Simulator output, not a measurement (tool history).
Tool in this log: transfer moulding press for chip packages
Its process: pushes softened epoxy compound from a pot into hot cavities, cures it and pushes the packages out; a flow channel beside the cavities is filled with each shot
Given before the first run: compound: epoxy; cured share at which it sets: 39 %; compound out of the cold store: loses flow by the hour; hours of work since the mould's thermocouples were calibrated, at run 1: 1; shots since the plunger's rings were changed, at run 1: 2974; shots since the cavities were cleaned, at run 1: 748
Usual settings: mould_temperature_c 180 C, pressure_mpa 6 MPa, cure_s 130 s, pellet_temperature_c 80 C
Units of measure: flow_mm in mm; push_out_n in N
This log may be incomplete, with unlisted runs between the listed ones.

run   hour  mould_temperature_c  pressure_mpa  cure_s  pellet_temperature_c  hours of work since the mould's thermocouples were calibrated  shots since the plunger's rings were changed  shots since the cavities were cleaned  incoming compound's hours out of the cold store  flow_mm  push_out_n
  1      0                  180             6     130                    80                                                              1                                          2974                                    748                                             29.9      548         356
       4.4  -- plunger's sealing rings changed
      33.5  -- cavities cleaned with cleaning compound and waxed
  2   37.4                  180             6     130                    80                                                             22                                           298                                     38                                             11.7      566         365
  3   66.5                  180             6     130                    80                                                             41                                           572                                    312                                             45.1      521         361
  4   93.4                  182             6     130                    80                                                             58                                           826                                    566                                               43      519         341
  5  122.9                  182             6     130                    80                                                             77                                          1104                                    844                                             41.9      524         364
     143.1  -- cavities cleaned with cleaning compound and waxed
  6  145.2                  182             6     130                    80                                                             90                                          1301                                     20                                               17      558         332
  7  166.5                  180             6     130                    80                                                            104                                          1502                                    221                                             44.2      525         373
  8  187.3                  180             6     130                    80                                                            117                                          1698                                    417                                               19      560         367
  9  208.8                  180             6     130                    80                                                            131                                          1901                                    620                                             31.5      543         345
 10  245.4                  180             6     144                    80                                                            154                                          2247                                    966                                             25.4      550         340
     252.3  -- cavities cleaned with cleaning compound and waxed
 11  266.6                  180             6     144                    80                                                            167                                          2432                                    135                                             31.7      544         336
 12  300.4                  180             6     144                    72                                                            188                                          2752                                    455                                             29.6      543         354
     329.6  -- plunger's sealing rings changed
 13  333.4                  181             6     130                    80                                                            208                                            36                                    742                                               31      537         359
     365.9  -- cavities cleaned with cleaning compound and waxed
 14  373.3                  181             6     130                    80                                                            232                                           399                                     71                                             40.3      530         350
 15  411.5                  181             6     130                    71                                                            257                                           759                                    431                                               32      540         349
 16  443.9                  181             6     130                    71                                                            277                                          1065                                    737                                             46.9      522         357
     475.4  -- cavities cleaned with cleaning compound and waxed
 17  480.2                  175          5.64     113                    88                                                            299                                          1394                                     46                                             33.5      541         555
 18  507.4                  175          5.31     152                    81                                                            317                                          1650                                    302                                             27.2      533         361
 19  534.5                  188             6     143                    80                                                            334                                          1906                                    558                                              8.5      551         341
 20  559.1                  180          5.58     130                    77                                                            350                                          2138                                    790                                             25.6      533         352
 21  582.5                  180          5.58     166                    75                                                            365                                          2359                                   1011                                             42.9      510         344
     586.4  -- cavities cleaned with cleaning compound and waxed
 22  605.1                  180          5.58     166                    75                                                            378                                          2558                                    177                                             15.7      543         335
 23  631.9                  177          5.62     166                    84                                                            395                                          2811                                    430                                             38.5      527         327
     655.5  -- plunger's sealing rings changed
 24  665.2                  177          5.62     166                    84                                                            415                                            92                                    721                                             46.6      515         335
 25  695.2                  177          5.62     166                    84                                                            434                                           375                                   1004                                             45.9      519         358
     699.6  -- cavities cleaned with cleaning compound and waxed
 26  733.8                  183           5.5     144                    78                                                            458                                           725                                    323                                             33.1      510         335
 27    764                  178          5.86     130                    80                                                            477                                          1010                                    608                                             23.5      555         376
 28  800.9                  178          7.44     130                    86                                                            501                                          1359                                    957                                             31.1      614         379
     809.5  -- cavities cleaned with cleaning compound and waxed
 29  832.9                  183          7.44     130                    74                                                            520                                          1646                                    220                                             31.3      591         342

3 options for the next run, each taken on its own from the tool as it stands now. Forecast them:
  A  848.9                  183          7.44     156                    88                                                            530                                          1798                                    372                                               26        ?           ?
  B  848.9                  183          5.65     111                    74                                                            530                                          1798                                    372                                               39        ?           ?
  C  848.9                  176             6     135                    80                                                            530                                          1798                                    372                                             31.4        ?           ?

run  flow_mm  push_out_n
  A      600         340
  B      509         365
  C      556         393
With no hidden state in the tool, these same runs would have given:
run  flow_mm  push_out_n
  A      600         338
  B      509         363
  C      556         391
